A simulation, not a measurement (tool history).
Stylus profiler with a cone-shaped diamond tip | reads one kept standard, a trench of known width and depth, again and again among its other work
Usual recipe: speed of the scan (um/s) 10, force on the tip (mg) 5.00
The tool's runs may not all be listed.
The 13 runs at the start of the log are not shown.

| run | day | speed of the scan (um/s) | force on the tip (mg) | scans with this tip | hours of work since the height scale was calibrated | depth of the trench (angstrom) | width of the trench's floor (um) |
|---|---|---|---|---|---|---|---|
| 14 | 13.258 | 10 | 5.00 | 8548 | 873 | 10192.9 | 25.05 |
| 15 | 14.408 | 14 | 5.00 | 8715 | 890 | 10194.1 | 25.03 |
| 16 | 15.662 | 10 | 5.00 | 8896 | 909 | 10195.2 | 25.01 |
| 17 | 16.929 | 10 | 5.00 | 9080 | 928 | 10192.8 | 24.99 |
|  | 17.012 | height scale calibrated on a step standard |
| 18 | 17.675 | 10 | 5.00 | 9184 | 10 | 10190.5 | 24.92 |
| 19 | 18.825 | 13 | 2.61 | 9350 | 27 | 10117.9 | 24.90 |
| 20 | 19.929 | 34 | 6.24 | 9510 | 43 | 10225.3 | 24.82 |
| 21 | 21.262 | 3 | 11.91 | 9703 | 63 | 10356.8 | 24.93 |
| 22 | 22.083 | 9 | 5.73 | 9821 | 75 | 10212.6 | 24.86 |
|  | 22.792 | height scale calibrated on a step standard, once more |
| 23 | 22.821 | 9 | 4.83 | 9925 | 0 | 10213.9 | 24.86 |
| 24 | 23.879 | 34 | 7.04 | 10078 | 16 | 10274.4 | 24.75 |
| 25 | 24.850 | 16 | 1.79 | 10218 | 30 | 10105.6 | 24.73 |
| 26 | 25.642 | 16 | 1.79 | 10333 | 42 | 10109.9 | 24.73 |
| 27 | 26.675 | 16 | 1.79 | 10482 | 57 | 10104.3 | 24.70 |
| 28 | 27.742 | 16 | 13.96 | 10637 | 73 | 10421.2 | 24.75 |
| 29 | 28.875 | 16 | 13.96 | 10801 | 90 | 10420.9 | 24.76 |
| 30 | 29.683 | 16 | 13.96 | 10917 | 102 | 10422.3 | 24.72 |
| 31 | 30.617 | 19 | 5.00 | 11053 | 116 | 10211.7 | 24.69 |
| 32 | 31.596 | 2 | 12.50 | 11194 | 130 | 10388.1 | 24.72 |

Forecast each of these 5 alternatives for the next run:
| A | 32.408 | 4 | 4.63 | 11312 | 142 | ? | ? |
| B | 32.408 | 12 | 12.50 | 11312 | 142 | ? | ? |
| C | 32.408 | 2 | 7.05 | 11312 | 142 | ? | ? |
| D | 32.408 | 6 | 1.84 | 11312 | 142 | ? | ? |
| E | 32.408 | 3 | 2.51 | 11312 | 142 | ? | ? |

| run | depth of the trench (angstrom) | width of the trench's floor (um) |
|---|---|---|
| A | 10205.4 | 24.67 |
| B | 10390.1 | 24.69 |
| C | 10268.2 | 24.71 |
| D | 10107.9 | 24.65 |
| E | 10131.8 | 24.67 |
Without the tool's hidden state the same runs would have given:
| run | depth of the trench (angstrom) | width of the trench's floor (um) |
|---|---|---|
| A | 10205.3 | 26.50 |
| B | 10389.9 | 26.52 |
| C | 10268.0 | 26.54 |
| D | 10107.7 | 26.48 |
| E | 10131.6 | 26.50 |
